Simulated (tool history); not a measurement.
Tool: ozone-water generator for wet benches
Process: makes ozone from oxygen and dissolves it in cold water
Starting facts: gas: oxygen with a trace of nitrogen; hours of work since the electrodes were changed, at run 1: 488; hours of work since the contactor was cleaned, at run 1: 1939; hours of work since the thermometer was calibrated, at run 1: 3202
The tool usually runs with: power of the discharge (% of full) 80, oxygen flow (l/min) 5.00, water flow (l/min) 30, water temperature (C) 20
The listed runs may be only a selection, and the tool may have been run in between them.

| run | hour | power of the discharge (% of full) | oxygen flow (l/min) | water flow (l/min) | water temperature (C) | hours of work since the electrodes were changed | hours of work since the contactor was cleaned | hours of work since the thermometer was calibrated | dissolved ozone (ppm) | ozone in the gas ahead of the water (g/m3) |
|---|---|---|---|---|---|---|---|---|---|---|
| 1 | 0.0 | 80 | 5.00 | 30 | 20 | 488 | 1939 | 3202 | 13.9 | 178.7 |
| 2 | 29.1 | 77 | 5.00 | 30 | 20 | 510 | 1961 | 3224 | 13.3 | 174.2 |
| 3 | 71.6 | 77 | 5.00 | 30 | 20 | 542 | 1993 | 3256 | 13.5 | 173.6 |
| 4 | 106.2 | 77 | 5.00 | 30 | 20 | 569 | 2019 | 3282 | 13.5 | 172.3 |
| 5 | 130.9 | 77 | 5.00 | 30 | 20 | 587 | 2038 | 3301 | 13.6 | 174.6 |
| 6 | 176.4 | 80 | 6.00 | 30 | 20 | 622 | 2072 | 3336 | 14.0 | 160.3 |
| 7 | 219.1 | 80 | 6.00 | 30 | 20 | 654 | 2105 | 3368 | 14.1 | 159.8 |
| 8 | 251.8 | 59 | 5.00 | 30 | 20 | 679 | 2130 | 3393 | 11.3 | 142.1 |
| 9 | 277.4 | 80 | 5.00 | 30 | 20 | 698 | 2149 | 3412 | 13.9 | 177.0 |
| 10 | 325.4 | 80 | 5.00 | 30 | 20 | 735 | 2185 | 3449 | 13.9 | 175.3 |
| 11 | 353.2 | 80 | 5.00 | 30 | 20 | 756 | 2206 | 3470 | 13.8 | 177.1 |
| 12 | 383.2 | 80 | 5.00 | 30 | 20 | 779 | 2229 | 3492 | 13.8 | 176.6 |
| 13 | 419.9 | 80 | 5.00 | 19 | 20 | 806 | 2257 | 3520 | 20.0 | 176.2 |
| 14 | 459.4 | 80 | 5.00 | 19 | 20 | 836 | 2287 | 3550 | 20.1 | 176.2 |
| 15 | 514.3 | 80 | 5.00 | 19 | 20 | 878 | 2328 | 3592 | 20.1 | 175.7 |
| 16 | 565.5 | 80 | 5.00 | 19 | 20 | 917 | 2367 | 3630 | 20.0 | 175.8 |
| 17 | 605.6 | 80 | 5.00 | 19 | 20 | 947 | 2398 | 3661 | 19.6 | 176.1 |
| 18 | 650.2 | 80 | 5.00 | 19 | 20 | 981 | 2432 | 3695 | 19.9 | 177.4 |
| 19 | 689.6 | 85 | 4.91 | 37 | 16 | 1011 | 2461 | 3725 | 11.9 | 184.3 |
| 20 | 740.9 | 85 | 7.22 | 34 | 16 | 1050 | 2500 | 3763 | 13.7 | 149.3 |
| 21 | 764.5 | 80 | 5.00 | 39 | 13 | 1068 | 2518 | 3781 | 11.1 | 174.8 |
| 22 | 816.2 | 80 | 5.00 | 39 | 13 | 1107 | 2557 | 3821 | 11.1 | 174.9 |
| 23 | 844.3 | 80 | 5.00 | 26 | 20 | 1128 | 2579 | 3842 | 15.4 | 175.2 |
| 24 | 883.5 | 80 | 5.00 | 26 | 20 | 1158 | 2608 | 3871 | 15.1 | 175.4 |
|  | 900.0 | contactor cleaned |
| 25 | 921.0 | 80 | 5.00 | 26 | 20 | 1183 | 16 | 3897 | 16.0 | 177.3 |
| 26 | 964.8 | 80 | 5.00 | 26 | 20 | 1216 | 49 | 3930 | 15.8 | 174.8 |
| 27 | 1005.6 | 80 | 5.00 | 26 | 20 | 1247 | 80 | 3961 | 15.9 | 172.5 |
|  | 1038.6 | water thermometer calibrated |
| 28 | 1048.5 | 99 | 4.19 | 26 | 20 | 1279 | 112 | 7 | 18.1 | 220.8 |
| 29 | 1094.1 | 99 | 4.19 | 26 | 16 | 1314 | 147 | 42 | 19.0 | 221.2 |
| 30 | 1130.8 | 47 | 6.97 | 25 | 12 | 1342 | 174 | 70 | 12.9 | 100.5 |
| 31 | 1157.1 | 47 | 6.97 | 25 | 12 | 1362 | 194 | 90 | 12.7 | 99.6 |
| 32 | 1203.7 | 80 | 5.00 | 29 | 20 | 1397 | 230 | 125 | 14.3 | 173.2 |
| 33 | 1233.2 | 80 | 3.16 | 37 | 20 | 1419 | 252 | 148 | 10.6 | 219.2 |

Below are 3 alternative next runs, each starting from the tool's condition after run 33. Predict each:
| A | 1257.2 | 59 | 3.16 | 38 | 20 | 1438 | 270 | 166 | ? | ? |
| B | 1257.2 | 42 | 4.93 | 30 | 20 | 1438 | 270 | 166 | ? | ? |
| C | 1257.2 | 80 | 7.10 | 30 | 20 | 1438 | 270 | 166 | ? | ? |

| run | dissolved ozone (ppm) | ozone in the gas ahead of the water (g/m3) |
|---|---|---|
| A | 8.1 | 177.1 |
| B | 8.8 | 109.6 |
| C | 14.0 | 141.6 |
With no hidden state in the tool, these same runs would have given:
| run | dissolved ozone (ppm) | ozone in the gas ahead of the water (g/m3) |
|---|---|---|
| A | 8.5 | 184.9 |
| B | 9.2 | 113.1 |
| C | 14.9 | 149.5 |
